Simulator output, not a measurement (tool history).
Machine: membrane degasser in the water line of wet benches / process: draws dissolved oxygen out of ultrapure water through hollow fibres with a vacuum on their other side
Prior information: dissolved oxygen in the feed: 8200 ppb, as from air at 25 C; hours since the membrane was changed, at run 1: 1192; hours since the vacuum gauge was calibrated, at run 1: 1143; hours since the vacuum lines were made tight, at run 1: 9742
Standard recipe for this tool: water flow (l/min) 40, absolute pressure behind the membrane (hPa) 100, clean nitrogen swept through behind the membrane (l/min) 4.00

| run | hour | water flow (l/min) | absolute pressure behind the membrane (hPa) | clean nitrogen swept through behind the membrane (l/min) | hours since the membrane was changed | hours since the vacuum gauge was calibrated | hours since the vacuum lines were made tight | dissolved oxygen in the water behind the degasser (ppb) | pressure that the water loses in the fibres (hPa) |
|---|---|---|---|---|---|---|---|---|---|
| 1 | 0.0 | 40 | 100 | 4.00 | 1192 | 1143 | 9742 | 365.3 | 377.2 |
| 2 | 85.8 | 40 | 100 | 4.00 | 1278 | 1229 | 9828 | 363.4 | 377.5 |
| 3 | 149.1 | 40 | 100 | 4.00 | 1341 | 1292 | 9891 | 356.8 | 379.3 |
| 4 | 212.6 | 40 | 100 | 5.18 | 1405 | 1356 | 9954 | 332.3 | 375.3 |
|  | 222.1 | vacuum gauge calibrated |
| 5 | 314.1 | 40 | 100 | 5.18 | 1505 | 92 | 10055 | 331.6 | 379.3 |
| 6 | 395.3 | 54 | 137 | 7.65 | 1587 | 173 | 10137 | 630.1 | 512.2 |
| 7 | 532.9 | 25 | 100 | 9.26 | 1724 | 311 | 10274 | 85.1 | 238.2 |
| 8 | 599.5 | 44 | 148 | 5.78 | 1791 | 377 | 10341 | 477.2 | 417.2 |
|  | 711.9 | vacuum gauge calibrated, once more |
| 9 | 723.1 | 24 | 66 | 4.00 | 1914 | 11 | 10464 | 81.8 | 229.6 |
| 10 | 814.7 | 59 | 133 | 3.74 | 2006 | 103 | 10556 | 883.3 | 561.6 |

3 ways to go on from here, each from the tool as it stands after run 10. What would each give?
| A | 935.8 | 56 | 100 | 3.24 | 2127 | 224 | 10677 | ? | ? |
| B | 935.8 | 59 | 90 | 6.65 | 2127 | 224 | 10677 | ? | ? |
| C | 935.8 | 51 | 71 | 4.00 | 2127 | 224 | 10677 | ? | ? |

| run | dissolved oxygen in the water behind the degasser (ppb) | pressure that the water loses in the fibres (hPa) |
|---|---|---|
| A | 747.7 | 532.4 |
| B | 668.3 | 562.7 |
| C | 528.8 | 482.0 |
With no hidden state in the tool, these same runs would have given:
| run | dissolved oxygen in the water behind the degasser (ppb) | pressure that the water loses in the fibres (hPa) |
|---|---|---|
| A | 729.5 | 526.0 |
| B | 649.7 | 555.9 |
| C | 512.7 | 476.2 |
